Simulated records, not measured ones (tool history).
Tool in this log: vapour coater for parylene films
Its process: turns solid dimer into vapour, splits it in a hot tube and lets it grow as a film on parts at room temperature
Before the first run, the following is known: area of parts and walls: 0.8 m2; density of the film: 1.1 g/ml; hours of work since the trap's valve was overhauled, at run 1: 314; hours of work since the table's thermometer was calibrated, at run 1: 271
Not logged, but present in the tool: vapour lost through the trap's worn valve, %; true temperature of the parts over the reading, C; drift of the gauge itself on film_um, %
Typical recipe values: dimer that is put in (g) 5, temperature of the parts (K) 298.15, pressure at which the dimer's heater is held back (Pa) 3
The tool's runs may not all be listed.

run    hour  dimer that is put in (g)  temperature of the parts (K)  pressure at which the dimer's heater is held back (Pa)  hours of work since the trap's valve was overhauled  hours of work since the table's thermometer was calibrated  thickness of the film (nm)
  1       0                         5                        298.15                                                       3                                                  314                                                         271                        2780
  2    61.3                         3                        298.15                                                       3                                                  340                                                         297                        1680
  3   149.3                         3                        293.15                                                       3                                                  378                                                         335                        2020
      209.6  -- trap's valve overhauled
  4   218.8                         3                        293.15                                                       3                                                    4                                                         363                        2210
  5   290.4                         3                        293.15                                                    4.99                                                   35                                                         394                        2070
  6   330.4                         3                        293.15                                                    4.99                                                   52                                                         411                        2050
  7   377.5                         5                        298.15                                                       3                                                   72                                                         431                        2950
  8   463.6                         5                        298.15                                                       3                                                  109                                                         468                        2930
  9   527.1                         5                        298.15                                                       3                                                  136                                                         495                        2910
 10   587.9                         5                        305.15                                                       3                                                  162                                                         521                        2150
 11   662.7                         5                        298.15                                                       3                                                  194                                                         553                        2890
 12   741.6                         3                        298.15                                                       3                                                  228                                                         587                        1730
 13   829.9                         3                        298.15                                                       3                                                  266                                                         625                        1720
 14   870.2                         5                        295.15                                                       3                                                  283                                                         642                        3200
 15   924.5                         2                        291.15                                                   11.35                                                  306                                                         665                        1330
 16  1012.3                         2                        291.15                                                   11.35                                                  344                                                         703                        1320
 17  1072.7                         5                        304.15                                                       3                                                  370                                                         729                        2170
     1152.1  -- trap's valve overhauled
 18  1152.1                         3                        304.15                                                    8.07                                                    0                                                         761                        1290
 19  1200.9                         3                        304.15                                                    8.07                                                   21                                                         782                        1260
 20  1245.1                         3                        304.15                                                    8.07                                                   40                                                         801                        1270
 21  1312.7                         3                        304.15                                                    8.07                                                   69                                                         830                        1250
 22  1381.2                         5                        298.15                                                    5.13                                                   98                                                         859                        2800
 23  1449.7                         5                        302.15                                                       4                                                  127                                                         888                        2430
 24  1524.7                         5                        298.15                                                    4.21                                                  160                                                         921                        2820
 25  1579.2                         3                        301.15                                                    8.98                                                  183                                                         944                        1390
 26  1639.5                         6                        292.15                                                    3.67                                                  209                                                         970                        4430
 27    1685                         6                        303.15                                                    4.45                                                  228                                                         989                        2670

Alternative continuations, all from the tool just after run 27; predict every row:
  A  1770.9                         6                        303.15                                                    2.05                                                  265                                                        1026                           ?
  B  1770.9                         6                        303.15                                                    4.14                                                  265                                                        1026                           ?
  C  1770.9                         6                        300.15                                                    2.57                                                  265                                                        1026                           ?

run  thickness of the film (nm)
  A                        2920
  B                        2700
  C                        3250
Without the tool's unlogged condition, the same runs would have read:
run  thickness of the film (nm)
  A                        3000
  B                        2770
  C                        3350
